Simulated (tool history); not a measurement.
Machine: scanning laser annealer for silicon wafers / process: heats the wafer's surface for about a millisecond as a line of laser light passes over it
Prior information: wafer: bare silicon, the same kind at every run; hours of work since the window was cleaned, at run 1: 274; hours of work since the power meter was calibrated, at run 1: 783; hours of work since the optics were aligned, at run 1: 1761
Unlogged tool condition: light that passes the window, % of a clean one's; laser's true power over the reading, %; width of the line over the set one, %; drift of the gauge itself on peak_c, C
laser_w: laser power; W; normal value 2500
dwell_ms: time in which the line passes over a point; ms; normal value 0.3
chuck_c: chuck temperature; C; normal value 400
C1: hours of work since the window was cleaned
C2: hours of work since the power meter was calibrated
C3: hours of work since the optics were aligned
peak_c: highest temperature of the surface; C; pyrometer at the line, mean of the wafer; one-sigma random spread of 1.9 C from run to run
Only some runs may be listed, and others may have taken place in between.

Run 1, hour 0: usual settings; C1 274; C2 783; C3 1761. Result: peak_c 1160 C.
Run 2, hour 34.2: usual settings but laser_w 2341 W; C1 301; C2 810; C3 1788. Result: peak_c 1109 C.
Run 3, hour 79.9: usual settings; C1 337; C2 846; C3 1824. Result: peak_c 1155 C.
Run 4, hour 124.2: usual settings; C1 371; C2 880; C3 1858. Result: peak_c 1153 C.
At hour 143.3: optics aligned, line set to its width.
Run 5, hour 172.9: usual settings but dwell_ms 0.374 ms; C1 406; C2 915; C3 23. Result: peak_c 1264 C.
Run 6, hour 205.8: usual settings but laser_w 2256 W, dwell_ms 0.374 ms; C1 431; C2 940; C3 49. Result: peak_c 1176 C.
Run 7, hour 226.1: usual settings but dwell_ms 0.245 ms; C1 447; C2 956; C3 65. Result: peak_c 1073 C.
Run 8, hour 268.4: usual settings but laser_w 2693 W; C1 480; C2 990; C3 98. Result: peak_c 1215 C.
At hour 281.7: window over the wafer cleaned.
Run 9, hour 308.3: usual settings but laser_w 2693 W; C1 21; C2 1019; C3 128. Result: peak_c 1243 C.
Run 10, hour 339.1: usual settings but laser_w 2693 W; C1 45; C2 1043; C3 152. Result: peak_c 1241 C.
Run 11, hour 366.7: usual settings but laser_w 2693 W; C1 67; C2 1065; C3 173. Result: peak_c 1241 C.
Run 12, hour 413: usual settings but laser_w 2693 W; C1 103; C2 1101; C3 210. Result: peak_c 1237 C.
Run 13, hour 443.6: usual settings but laser_w 2693 W; C1 127; C2 1125; C3 234. Result: peak_c 1234 C.
Run 14, hour 464.7: usual settings but laser_w 2693 W; C1 143; C2 1142; C3 250. Result: peak_c 1231 C.
Run 15, hour 489.8: usual settings but laser_w 2693 W; C1 163; C2 1161; C3 270. Result: peak_c 1233 C.
Run 16, hour 518.7: usual settings; C1 186; C2 1184; C3 293. Result: peak_c 1174 C.
Run 17, hour 553: usual settings; C1 213; C2 1211; C3 319. Result: peak_c 1169 C.
Run 18, hour 573.6: usual settings but chuck_c 428 C; C1 229; C2 1227; C3 336. Result: peak_c 1199 C.
Run 19, hour 598.6: usual settings but chuck_c 428 C; C1 248; C2 1247; C3 355. Result: peak_c 1194 C.
Run 20, hour 625.3: usual settings but laser_w 2438 W, dwell_ms 0.241 ms, chuck_c 378 C; C1 269; C2 1268; C3 376. Result: peak_c 1035 C.
Run 21, hour 671.1: usual settings but laser_w 2438 W, dwell_ms 0.241 ms, chuck_c 378 C; C1 305; C2 1303; C3 412. Result: peak_c 1033 C.
Run 22, hour 704.8: usual settings but laser_w 2185 W, dwell_ms 0.241 ms, chuck_c 421 C; C1 331; C2 1330; C3 438. Result: peak_c 1005 C.
Run 23, hour 743: usual settings but dwell_ms 0.325 ms, chuck_c 436 C; C1 361; C2 1360; C3 468. Result: peak_c 1230 C.
Run 24, hour 774.5: usual settings but dwell_ms 0.325 ms, chuck_c 436 C; C1 386; C2 1384; C3 493. Result: peak_c 1229 C.
Run 25, hour 804.8: usual settings but dwell_ms 0.325 ms, chuck_c 436 C; C1 410; C2 1408; C3 517. Result: peak_c 1229 C.
Run 26, hour 836: usual settings but laser_w 2503 W, dwell_ms 0.257 ms, chuck_c 401 C; C1 434; C2 1433; C3 541. Result: peak_c 1089 C.
Run 27, hour 866.3: usual settings but laser_w 2517 W, dwell_ms 0.351 ms; C1 458; C2 1456; C3 565. Result: peak_c 1229 C.
Run 28, hour 899.7: usual settings but laser_w 2712 W, dwell_ms 0.231 ms; C1 484; C2 1483; C3 591. Result: peak_c 1100 C.
At hour 908.3: window over the wafer cleaned.
Run 29, hour 927.6: usual settings but laser_w 2309 W, dwell_ms 0.268 ms, chuck_c 404 C; C1 15; C2 1503; C3 611. Result: peak_c 1075 C.
Run 30, hour 956.1: usual settings but laser_w 2309 W, dwell_ms 0.268 ms, chuck_c 404 C; C1 37; C2 1525; C3 634. Result: peak_c 1072 C.
Run 31, hour 982: usual settings but laser_w 2309 W, dwell_ms 0.268 ms, chuck_c 404 C; C1 58; C2 1545; C3 654. Result: peak_c 1070 C.
Run 32, hour 1011.2: usual settings but laser_w 2490 W, dwell_ms 0.225 ms, chuck_c 405 C; C1 81; C2 1568; C3 677. Result: peak_c 1053 C.
Run 33, hour 1033: usual settings but laser_w 2490 W, dwell_ms 0.225 ms, chuck_c 405 C; C1 98; C2 1585; C3 694. Result: peak_c 1056 C.
Run 34, hour 1055.1: usual settings but laser_w 2490 W, dwell_ms 0.225 ms, chuck_c 405 C; C1 115; C2 1603; C3 711. Result: peak_c 1054 C.
Run 35, hour 1082.6: usual settings but laser_w 2518 W, dwell_ms 0.225 ms, chuck_c 384 C; C1 137; C2 1624; C3 733. Result: peak_c 1037 C.
Run 36, hour 1104.8: usual settings but laser_w 2489 W, chuck_c 367 C; C1 154; C2 1642; C3 750. Result: peak_c 1128 C.
Run 37, hour 1152: usual settings but laser_w 2396 W, dwell_ms 0.36 ms, chuck_c 388 C; C1 191; C2 1679; C3 787. Result: peak_c 1204 C.
Run 38, hour 1201: usual settings but laser_w 2396 W, dwell_ms 0.36 ms, chuck_c 388 C; C1 229; C2 1717; C3 825. Result: peak_c 1201 C.

Each run again, without the hidden state but with its own random variation kept:
run  peak_c
  1    1189
  2    1138
  3    1189
  4    1189
  5    1297
  6    1207
  7    1101
  8    1251
  9    1249
 10    1249
 11    1250
 12    1249
 13    1247
 14    1246
 15    1249
 16    1190
 17    1187
 18    1218
 19    1215
 20    1054
 21    1054
 22    1026
 23    1260
 24    1261
 25    1262
 26    1120
 27    1268
 28    1134
 29    1085
 30    1082
 31    1082
 32    1066
 33    1070
 34    1069
 35    1053
 36    1148
 37    1228
 38    1228
